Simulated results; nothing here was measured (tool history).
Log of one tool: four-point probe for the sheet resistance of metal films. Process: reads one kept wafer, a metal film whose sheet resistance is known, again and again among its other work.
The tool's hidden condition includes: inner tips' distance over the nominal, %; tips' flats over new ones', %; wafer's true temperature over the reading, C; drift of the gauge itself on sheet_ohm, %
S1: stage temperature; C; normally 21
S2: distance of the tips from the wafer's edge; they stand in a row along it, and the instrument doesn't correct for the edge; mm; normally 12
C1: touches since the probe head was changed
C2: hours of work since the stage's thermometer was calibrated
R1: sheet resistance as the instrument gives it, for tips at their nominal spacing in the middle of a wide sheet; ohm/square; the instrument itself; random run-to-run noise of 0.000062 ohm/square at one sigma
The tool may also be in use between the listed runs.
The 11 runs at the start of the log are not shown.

run	day	S1	S2	C1	C2	R1
12	9.942	21	12	30308	1620	0.308826
13	10.9	21	12	31247	1634	0.308761
14	11.692	21	12	32023	1646	0.308731
15	12.35	21	12	32666	1656	0.308776
16	13.271	21	12	33567	1670	0.308671
17	14.171	21	12	34447	1684	0.308708
18	15.329	25	12	35581	1701	0.309011
19	15.846	21	12	36084	1709	0.308673
20	16.546	24	12	36768	1720	0.308866
21	17.067	21	12	37278	1727	0.308744
22	18.1	21	45	38289	1743	0.308318
23	19.046	21	12	39215	1757	0.308644
24	19.933	30	5	40085	1771	0.310594
25	21.162	21	15	41285	1789	0.308501
26	21.738	30	4	41849	1798	0.3117
27	22.304	35	4	42403	1806	0.311863
28	22.917	19	12	43002	1816	0.308389
29	23.746	19	12	43811	1828	0.308489
30	24.617	34	12	44662	1841	0.309603
31	25.154	20	7	45189	1849	0.309067
# day 25.229: stage's thermometer calibrated
32	26.158	20	7	46152	14	0.30877

What will run 33 give?
33	27.35	20	7	47318	32	?

R1: 0.308862 ohm/square
Take away the tool's hidden state, keep the run-to-run variation as it was, and the same run would have given R1 0.30895 ohm/square.

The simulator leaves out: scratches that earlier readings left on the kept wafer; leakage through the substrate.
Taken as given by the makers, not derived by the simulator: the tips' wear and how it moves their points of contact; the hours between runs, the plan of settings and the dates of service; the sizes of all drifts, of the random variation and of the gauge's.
